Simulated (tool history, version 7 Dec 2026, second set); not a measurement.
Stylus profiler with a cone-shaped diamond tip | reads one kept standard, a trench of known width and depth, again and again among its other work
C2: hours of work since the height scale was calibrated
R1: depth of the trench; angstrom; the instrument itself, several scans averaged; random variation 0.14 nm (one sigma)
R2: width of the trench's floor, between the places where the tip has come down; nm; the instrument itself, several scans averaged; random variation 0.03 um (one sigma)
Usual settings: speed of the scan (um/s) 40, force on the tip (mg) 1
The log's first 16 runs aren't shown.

Run 17, hour 1533.5: usual settings but force on the tip (mg) 2.62; scans with this tip 6630; C2 453. Result: R1 5055.9 angstrom, R2 17130 nm.
Run 18, hour 1623.4: usual settings but force on the tip (mg) 2.62; scans with this tip 7185; C2 491. Result: R1 5054.8 angstrom, R2 17190 nm.
Run 19, hour 1764.9: usual settings but force on the tip (mg) 2.62; scans with this tip 8059; C2 550. Result: R1 5058.3 angstrom, R2 17240 nm.
Run 20, hour 1830.6: usual settings but force on the tip (mg) 2.62; scans with this tip 8464; C2 578. Result: R1 5055.2 angstrom, R2 17160 nm.
Run 21, hour 1932.5: usual settings but force on the tip (mg) 2.64; scans with this tip 9093; C2 621. Result: R1 5055.2 angstrom, R2 17180 nm.
Run 22, hour 2024: usual settings; scans with this tip 9658; C2 660. Result: R1 5029.5 angstrom, R2 17030 nm.
Run 23, hour 2136.7: usual settings; scans with this tip 10354; C2 707. Result: R1 5030.5 angstrom, R2 17090 nm.
Run 24, hour 2279.2: usual settings but speed of the scan (um/s) 92, force on the tip (mg) 0.72; scans with this tip 11234; C2 767. Result: R1 5025.5 angstrom, R2 16580 nm.
Run 25, hour 2412.9: usual settings but force on the tip (mg) 0.55; scans with this tip 12059; C2 824. Result: R1 5016.7 angstrom, R2 16980 nm.
Run 26, hour 2474.5: usual settings but speed of the scan (um/s) 17, force on the tip (mg) 2.87; scans with this tip 12439; C2 850. Result: R1 5061.1 angstrom, R2 17280 nm.
Run 27, hour 2590.7: usual settings but speed of the scan (um/s) 17, force on the tip (mg) 2.87; scans with this tip 13157; C2 899. Result: R1 5058.6 angstrom, R2 17250 nm.
Run 28, hour 2708: usual settings but speed of the scan (um/s) 66, force on the tip (mg) 1.33; scans with this tip 13881; C2 948. Result: R1 5035.9 angstrom, R2 16950 nm.
Run 29, hour 2789.2: usual settings but speed of the scan (um/s) 66, force on the tip (mg) 0.51; scans with this tip 14382; C2 982. Result: R1 5017 angstrom, R2 16690 nm.
Run 30, hour 2924.4: usual settings but speed of the scan (um/s) 66, force on the tip (mg) 0.51; scans with this tip 15217; C2 1039. Result: R1 5018.7 angstrom, R2 16700 nm.
Run 31, hour 3055: usual settings but speed of the scan (um/s) 66, force on the tip (mg) 0.51; scans with this tip 16023; C2 1094. Result: R1 5017.9 angstrom, R2 16680 nm.
Run 32, hour 3175.1: usual settings but speed of the scan (um/s) 21, force on the tip (mg) 0.46; scans with this tip 16764; C2 1145. Result: R1 5016.6 angstrom, R2 17150 nm.
Run 33, hour 3315.7: usual settings but speed of the scan (um/s) 140, force on the tip (mg) 0.42; scans with this tip 17632; C2 1204. Result: R1 5015.5 angstrom, R2 15730 nm.
Run 34, hour 3391.7: usual settings but speed of the scan (um/s) 140, force on the tip (mg) 0.42; scans with this tip 18102; C2 1236. Result: R1 5016.9 angstrom, R2 15780 nm.
Run 35, hour 3506.9: usual settings but speed of the scan (um/s) 122, force on the tip (mg) 1.59; scans with this tip 18813; C2 1285. Result: R1 5036.7 angstrom, R2 16590 nm.

Forecast run 36:
Run 36, hour 3621.7: usual settings but speed of the scan (um/s) 29, force on the tip (mg) 0.44; scans with this tip 19521; C2 1333. Result: R1 ?, R2 ?.

Run 36 gave R1 5017.6 angstrom, R2 16970 nm.
Without the tool's hidden state the same run would have given R1 5017.6 angstrom, R2 16980 nm.
